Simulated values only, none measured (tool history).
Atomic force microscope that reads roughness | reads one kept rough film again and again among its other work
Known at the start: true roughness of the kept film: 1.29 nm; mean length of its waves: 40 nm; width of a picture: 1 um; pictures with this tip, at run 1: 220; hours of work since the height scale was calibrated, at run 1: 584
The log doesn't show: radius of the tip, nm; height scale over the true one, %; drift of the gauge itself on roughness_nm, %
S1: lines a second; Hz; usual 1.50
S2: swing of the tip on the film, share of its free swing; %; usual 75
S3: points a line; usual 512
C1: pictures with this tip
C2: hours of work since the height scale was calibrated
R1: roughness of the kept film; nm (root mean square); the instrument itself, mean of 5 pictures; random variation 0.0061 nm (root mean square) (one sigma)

run    hour    S1  S2   S3   C1    C2     R1
  1     0.0  1.50  75  512  220   584  1.170
  2    21.3  1.50  75  512  250   595  1.167
  3    36.4  1.50  75  761  272   603  1.168
  4    54.6  1.50  75  259  298   612  1.162
  5    83.7  1.50  75  923  339   627  1.159
       94.5  -- new tip fitted
  6   103.8  1.50  75  923   13   637  1.169
  7   129.0  1.50  75  923   49   650  1.170
  8   162.5  1.50  75  923   97   667  1.161
  9   191.0  1.50  84  923  137   682  1.114
 10   210.9  1.50  84  923  165   692  1.118
 11   235.7  1.50  84  923  201   704  1.117
 12   255.2  1.50  84  923  229   714  1.115
 13   276.9  1.50  75  512  259   725  1.160
 14   292.9  1.50  75  512  282   734  1.172
 15   320.9  1.50  75  512  322   748  1.164
      344.0  -- new tip fitted
 16   346.4  1.50  75  512    4   761  1.161
 17   369.5  1.50  75  512   37   772  1.161
 18   393.2  1.50  75  960   70   785  1.172
 19   414.8  1.50  75  960  101   796  1.170
 20   429.2  1.50  75  960  121   803  1.165
 21   444.1  1.50  75  960  143   811  1.159
 22   461.3  1.50  75  960  167   819  1.165
 23   492.5  1.50  75  960  212   835  1.169
 24   507.9  1.50  75  960  233   843  1.173
 25   534.0  1.50  75  960  271   856  1.173
 26   559.7  1.50  75  658  307   870  1.160
 27   578.2  0.83  87  402  333   879  1.158
      591.2  -- new tip fitted
 28   605.1  0.83  87  402   20   892  1.163
 29   635.5  2.08  61  512   63   908  1.205
 30   661.1  2.08  61  512  100   921  1.201
 31   686.6  1.50  68  743  136   934  1.196
 32   702.2  1.50  68  743  158   942  1.194
 33   717.8  0.82  61  681  181   950  1.231
 34   745.4  1.50  62  803  220   964  1.212
 35   775.3  0.66  67  440  262   979  1.247
 36   800.1  0.66  67  440  298   992  1.235
 37   822.6  0.59  59  908  330  1004  1.250
      838.5  -- new tip fitted
 38   842.5  0.59  59  908    5  1013  1.269
 39   862.3  0.63  75  512   33  1024  1.213
 40   887.0  3.74  66  603   69  1036  1.127
 41   910.7  3.74  69  518  102  1048  1.096
 42   938.1  3.74  69  518  141  1062  1.100
 43   957.5  0.93  87  518  169  1072  1.154
 44   989.0  0.93  87  518  214  1088  1.137
 45  1018.8  0.88  87  502  256  1103  1.158
 46  1046.4  3.71  69  502  295  1117  1.091
 47  1070.5  0.73  56  584  330  1130  1.244
     1086.6  -- new tip fitted
 48  1091.1  0.73  70  492    6  1140  1.219
 49  1106.2  1.56  79  383   28  1148  1.142
 50  1139.8  1.56  79  383   76  1165  1.134
 51  1172.6  1.56  79  383  122  1182  1.140

5 ways to go on from here, each from the tool as it stands after run 51. What would each give?
  A  1192.7  1.50  75  504  151  1192   ?
  B  1192.7  1.50  75  512  151  1192   ?
  C  1192.7  3.21  79  761  151  1192   ?
  D  1192.7  1.50  65  898  151  1192   ?
  E  1192.7  1.26  75  512  151  1192   ?

run     R1
  A  1.152
  B  1.166
  C  1.032
  D  1.205
  E  1.173
Without the tool's hidden state the same runs would have given:
run     R1
  A  1.154
  B  1.168
  C  1.033
  D  1.207
  E  1.175

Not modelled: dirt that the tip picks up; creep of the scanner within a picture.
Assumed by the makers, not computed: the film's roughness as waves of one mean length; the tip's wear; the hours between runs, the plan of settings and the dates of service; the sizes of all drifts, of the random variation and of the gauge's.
